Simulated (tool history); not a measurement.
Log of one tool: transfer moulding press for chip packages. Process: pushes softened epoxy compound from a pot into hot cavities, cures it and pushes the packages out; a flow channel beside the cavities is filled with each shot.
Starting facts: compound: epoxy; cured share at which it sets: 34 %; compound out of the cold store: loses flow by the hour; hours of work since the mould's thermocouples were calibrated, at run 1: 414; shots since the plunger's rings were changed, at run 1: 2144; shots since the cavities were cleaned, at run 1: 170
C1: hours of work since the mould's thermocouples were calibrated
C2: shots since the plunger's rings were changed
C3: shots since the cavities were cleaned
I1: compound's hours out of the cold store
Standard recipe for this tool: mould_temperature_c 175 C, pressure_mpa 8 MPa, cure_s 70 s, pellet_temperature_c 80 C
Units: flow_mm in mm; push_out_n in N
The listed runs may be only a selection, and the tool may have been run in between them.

Run 1, hour 0.0: usual settings; C1 414; C2 2144; C3 170; I1 19.0. Result: flow_mm 1005 mm, push_out_n 594 N.
Run 2, hour 11.2: usual settings; C1 419; C2 2267; C3 293; I1 44.9. Result: flow_mm 914 mm, push_out_n 650 N.
Run 3, hour 22.6: usual settings; C1 425; C2 2392; C3 418; I1 32.2. Result: flow_mm 946 mm, push_out_n 758 N.
At hour 26.4: cavities cleaned with cleaning compound and waxed.
Run 4, hour 45.4: usual settings; C1 436; C2 2625; C3 209; I1 23.1. Result: flow_mm 976 mm, push_out_n 631 N.
Run 5, hour 62.7: usual settings; C1 445; C2 2813; C3 397; I1 25.8. Result: flow_mm 969 mm, push_out_n 744 N.
At hour 66.3: plunger's sealing rings changed.
At hour 71.8: cavities cleaned with cleaning compound and waxed.
Run 6, hour 91.0: usual settings but mould_temperature_c 176 C; C1 458; C2 254; C3 210; I1 39.6. Result: flow_mm 947 mm, push_out_n 629 N.
At hour 114.4: cavities cleaned with cleaning compound and waxed.
Run 7, hour 114.4: usual settings but mould_temperature_c 169 C; C1 469; C2 493; C3 0; I1 32.9. Result: flow_mm 980 mm, push_out_n 676 N.
Run 8, hour 134.0: usual settings but cure_s 74 s; C1 479; C2 707; C3 214; I1 21.4. Result: flow_mm 992 mm, push_out_n 567 N.
At hour 157.3: cavities cleaned with cleaning compound and waxed.
Run 9, hour 158.1: usual settings but cure_s 74 s; C1 491; C2 954; C3 9; I1 21.8. Result: flow_mm 993 mm, push_out_n 456 N.
Run 10, hour 172.7: usual settings; C1 498; C2 1113; C3 168; I1 22.1. Result: flow_mm 987 mm, push_out_n 590 N.
Run 11, hour 184.6: usual settings; C1 504; C2 1243; C3 298; I1 18.9. Result: flow_mm 994 mm, push_out_n 674 N.
At hour 199.7: cavities cleaned with cleaning compound and waxed.
Run 12, hour 210.6: usual settings; C1 517; C2 1511; C3 119; I1 31.0. Result: flow_mm 955 mm, push_out_n 560 N.
Run 13, hour 235.0: usual settings; C1 530; C2 1777; C3 385; I1 16.0. Result: flow_mm 1003 mm, push_out_n 736 N.
At hour 238.7: mould's thermocouples calibrated.
At hour 245.1: cavities cleaned with cleaning compound and waxed.
Run 14, hour 255.8: usual settings; C1 8; C2 1966; C3 117; I1 37.6. Result: flow_mm 935 mm, push_out_n 571 N.

Run 15 has not been measured yet. What should we expect?
Run 15, hour 271.2: usual settings; C1 16; C2 2135; C3 286; I1 45.5. Result: flow_mm ?, push_out_n ?.

flow_mm: 913 mm
push_out_n: 670 N
Were there no unlogged condition in the tool, this run, its random variation unchanged, would have produced flow_mm 932 mm, push_out_n 491 N.
